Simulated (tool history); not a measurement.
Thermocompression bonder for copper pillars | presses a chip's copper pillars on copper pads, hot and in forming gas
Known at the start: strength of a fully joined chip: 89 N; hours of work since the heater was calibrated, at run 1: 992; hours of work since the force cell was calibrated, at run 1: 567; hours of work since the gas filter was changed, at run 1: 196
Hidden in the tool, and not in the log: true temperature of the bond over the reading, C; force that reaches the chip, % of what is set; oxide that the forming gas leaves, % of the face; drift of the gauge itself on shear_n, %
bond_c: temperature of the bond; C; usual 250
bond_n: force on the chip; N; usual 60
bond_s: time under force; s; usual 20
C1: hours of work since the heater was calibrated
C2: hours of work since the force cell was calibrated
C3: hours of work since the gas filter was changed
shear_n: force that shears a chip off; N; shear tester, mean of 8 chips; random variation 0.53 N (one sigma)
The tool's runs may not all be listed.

run 1 hour=0.0 | bond_c=250 bond_n=60 bond_s=20 | C1=992 C2=567 C3=196 | shear_n=47.4
run 2 hour=56.5 | bond_c=250 bond_n=60 bond_s=20 | C1=1030 C2=605 C3=234 | shear_n=47.4
run 3 hour=103.3 | bond_c=250 bond_n=60 bond_s=20 | C1=1061 C2=637 C3=265 | shear_n=46.6
run 4 hour=140.8 | bond_c=250 bond_n=60 bond_s=20 | C1=1087 C2=662 C3=290 | shear_n=47.8
run 5 hour=174.9 | bond_c=250 bond_n=61 bond_s=20 | C1=1109 C2=685 C3=313 | shear_n=48.0
run 6 hour=232.2 | bond_c=250 bond_n=60 bond_s=20 | C1=1148 C2=723 C3=351 | shear_n=47.0
run 7 hour=261.5 | bond_c=250 bond_n=60 bond_s=20 | C1=1167 C2=743 C3=371 | shear_n=47.5
run 8 hour=315.4 | bond_c=250 bond_n=60 bond_s=20 | C1=1204 C2=779 C3=407 | shear_n=46.1
-- hour=326.7 forming gas filter changed
run 9 hour=373.2 | bond_c=250 bond_n=60 bond_s=20 | C1=1242 C2=817 C3=31 | shear_n=49.4
run 10 hour=408.9 | bond_c=250 bond_n=60 bond_s=20 | C1=1266 C2=841 C3=55 | shear_n=49.1
run 11 hour=446.1 | bond_c=250 bond_n=40 bond_s=20 | C1=1291 C2=866 C3=80 | shear_n=37.9
run 12 hour=504.5 | bond_c=250 bond_n=40 bond_s=20 | C1=1330 C2=905 C3=119 | shear_n=37.8
run 13 hour=545.9 | bond_c=250 bond_n=40 bond_s=20 | C1=1358 C2=933 C3=147 | shear_n=36.1
run 14 hour=603.1 | bond_c=250 bond_n=40 bond_s=20 | C1=1396 C2=971 C3=185 | shear_n=36.5
run 15 hour=637.9 | bond_c=250 bond_n=40 bond_s=20 | C1=1419 C2=995 C3=209 | shear_n=37.6
run 16 hour=689.9 | bond_c=250 bond_n=36 bond_s=20 | C1=1454 C2=1029 C3=243 | shear_n=34.2
run 17 hour=738.1 | bond_c=250 bond_n=81 bond_s=20 | C1=1487 C2=1062 C3=276 | shear_n=57.8
run 18 hour=804.4 | bond_c=250 bond_n=81 bond_s=20 | C1=1531 C2=1106 C3=320 | shear_n=58.1
run 19 hour=857.6 | bond_c=221 bond_n=81 bond_s=20 | C1=1567 C2=1142 C3=356 | shear_n=45.1
run 20 hour=905.5 | bond_c=221 bond_n=81 bond_s=20 | C1=1599 C2=1174 C3=388 | shear_n=44.0
-- hour=945.8 forming gas filter changed
run 21 hour=970.4 | bond_c=221 bond_n=81 bond_s=20 | C1=1642 C2=1217 C3=16 | shear_n=46.1
-- hour=976.4 heater calibrated with a thermocouple chip
run 22 hour=1030.6 | bond_c=221 bond_n=81 bond_s=20 | C1=36 C2=1256 C3=55 | shear_n=47.5
run 23 hour=1084.8 | bond_c=221 bond_n=81 bond_s=29 | C1=73 C2=1292 C3=92 | shear_n=52.3
run 24 hour=1111.7 | bond_c=259 bond_n=84 bond_s=11 | C1=91 C2=1311 C3=110 | shear_n=55.4
run 25 hour=1154.8 | bond_c=259 bond_n=86 bond_s=25 | C1=120 C2=1339 C3=139 | shear_n=68.3
run 26 hour=1190.3 | bond_c=259 bond_n=86 bond_s=25 | C1=143 C2=1363 C3=162 | shear_n=68.0
-- hour=1216.4 heater calibrated with a thermocouple chip, once more
run 27 hour=1242.0 | bond_c=279 bond_n=36 bond_s=20 | C1=17 C2=1396 C3=196 | shear_n=42.4
run 28 hour=1277.4 | bond_c=231 bond_n=49 bond_s=18 | C1=41 C2=1420 C3=220 | shear_n=31.6
run 29 hour=1324.9 | bond_c=250 bond_n=60 bond_s=31 | C1=73 C2=1452 C3=251 | shear_n=51.7
run 30 hour=1390.6 | bond_c=250 bond_n=79 bond_s=46 | C1=117 C2=1496 C3=295 | shear_n=66.2
run 31 hour=1440.7 | bond_c=250 bond_n=79 bond_s=46 | C1=150 C2=1530 C3=329 | shear_n=67.7
run 32 hour=1498.3 | bond_c=250 bond_n=79 bond_s=46 | C1=189 C2=1568 C3=368 | shear_n=67.1
run 33 hour=1546.5 | bond_c=250 bond_n=79 bond_s=46 | C1=221 C2=1601 C3=400 | shear_n=65.3
-- hour=1566.5 forming gas filter changed
run 34 hour=1581.9 | bond_c=269 bond_n=79 bond_s=46 | C1=245 C2=1624 C3=10 | shear_n=75.6
run 35 hour=1647.7 | bond_c=269 bond_n=79 bond_s=46 | C1=289 C2=1668 C3=54 | shear_n=74.2
run 36 hour=1690.4 | bond_c=222 bond_n=77 bond_s=32 | C1=317 C2=1697 C3=83 | shear_n=49.9
run 37 hour=1726.2 | bond_c=222 bond_n=77 bond_s=32 | C1=341 C2=1721 C3=107 | shear_n=49.8

How the hidden state differs across the entries between the runs, from the last listed run before each to the first after it:
Between runs 8 and 9: forming gas filter changed (hour 326.7)
  true temperature of the bond over the reading, C: 5.5 -> 5.8; force that reaches the chip, % of what is set: 104.2 -> 104.4; oxide that the forming gas leaves, % of the face: 4.24 -> 0.84
  measured less the result without the state, shear_n: +1.6 -> +3.5 N
Between runs 20 and 21: forming gas filter changed (hour 945.8)
  true temperature of the bond over the reading, C: 7.7 -> 8; force that reaches the chip, % of what is set: 105.6 -> 105.8; oxide that the forming gas leaves, % of the face: 4.14 -> 0.8
  measured less the result without the state, shear_n: +3.3 -> +5.0 N
Between runs 21 and 22: heater calibrated with a thermocouple chip (hour 976.4)
  true temperature of the bond over the reading, C: 8 -> 10.2; force that reaches the chip, % of what is set: 105.8 -> 105.9; oxide that the forming gas leaves, % of the face: 0.8 -> 1.17
  measured less the result without the state, shear_n: +5.0 -> +5.9 N
Between runs 26 and 27: heater calibrated with a thermocouple chip, once more (hour 1216.4)
  true temperature of the bond over the reading, C: 10.8 -> -0.3; force that reaches the chip, % of what is set: 106.3 -> 106.4; oxide that the forming gas leaves, % of the face: 2.12 -> 2.43
  measured less the result without the state, shear_n: +4.7 -> +0.7 N
Between runs 33 and 34: forming gas filter changed (hour 1566.5)
  true temperature of the bond over the reading, C: 0.8 -> 0.9; force that reaches the chip, % of what is set: 107.1 -> 107.2; oxide that the forming gas leaves, % of the face: 4.29 -> 0.62
  measured less the result without the state, shear_n: -0.4 -> +1.9 N

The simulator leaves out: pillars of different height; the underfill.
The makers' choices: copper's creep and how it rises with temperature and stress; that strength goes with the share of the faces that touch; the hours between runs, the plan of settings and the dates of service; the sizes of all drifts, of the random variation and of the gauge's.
